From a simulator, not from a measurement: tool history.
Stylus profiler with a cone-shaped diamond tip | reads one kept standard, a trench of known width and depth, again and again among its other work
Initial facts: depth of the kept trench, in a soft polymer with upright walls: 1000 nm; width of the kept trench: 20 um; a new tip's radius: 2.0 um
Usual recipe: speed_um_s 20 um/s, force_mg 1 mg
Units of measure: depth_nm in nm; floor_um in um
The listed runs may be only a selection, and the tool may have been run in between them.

run,day,speed_um_s,force_mg,depth_nm,floor_um
1,0,20,1,1009.47,14.92
2,1.662,66,1,1009.44,14.57
3,3.329,66,1,1009.44,14.53
4,5.079,66,0.45,1007.54,14.28
# day 5.983: height scale calibrated on a step standard
5,6.929,66,0.45,1003.43,14.24
6,8.029,66,0.45,1002.97,14.18
7,9.096,66,0.45,1003.28,14.11
8,9.929,66,0.45,1003.16,14.11
9,11.421,66,0.45,1003.39,14.11
10,13.108,20,1,1005.66,14.54
11,14.688,20,1,1005.41,14.5
12,16.458,20,1,1005.32,14.48
13,18.242,20,1,1005.96,14.36
14,19.004,20,1,1005.92,14.38
15,19.792,20,1,1006.2,14.39
16,21.392,20,1,1006.01,14.33
17,22.921,20,1.62,1008.04,14.34
18,24.546,20,1,1006.26,14.21
19,25.575,62,0.39,1004.48,13.73
20,27.092,62,0.39,1004.37,13.7
21,28.95,62,0.39,1005.06,13.62
22,30.529,62,0.39,1004.64,13.62
23,31.308,10,1.55,1008.88,14.17
24,33.004,10,1.18,1007.94,14.16
25,34.138,27,0.57,1005.6,13.94
26,35.45,27,0.57,1006.04,13.9
27,36.558,61,0.49,1005.87,13.5
# day 36.746: new tip fitted, height scale calibrated
28,38.325,37,1.91,1006.42,16.42
29,39.417,37,1.91,1007.19,16.29
30,41.075,37,1.91,1006.9,16.28
31,42.642,6,0.4,1002.96,16.25
32,43.833,21,0.58,1003.77,16.17
33,44.812,58,1.89,1007.46,15.98
34,46.567,33,0.91,1004.9,16.02
35,47.454,13,1,1005.06,16.05
36,48.467,13,1,1005.28,16.05

Branching from run 36: 3 alternative next runs. What would each branch give?
A,50.012,64,1,?,?
B,50.012,14,1.73,?,?
C,50.012,30,0.37,?,?

run,depth_nm,floor_um
A,1005.67,15.65
B,1007.21,16.06
C,1002.92,15.84
Without the tool's hidden state the same runs would have given:
run,depth_nm,floor_um
A,1004.95,16.09
B,1006.49,16.49
C,1002.2,16.27

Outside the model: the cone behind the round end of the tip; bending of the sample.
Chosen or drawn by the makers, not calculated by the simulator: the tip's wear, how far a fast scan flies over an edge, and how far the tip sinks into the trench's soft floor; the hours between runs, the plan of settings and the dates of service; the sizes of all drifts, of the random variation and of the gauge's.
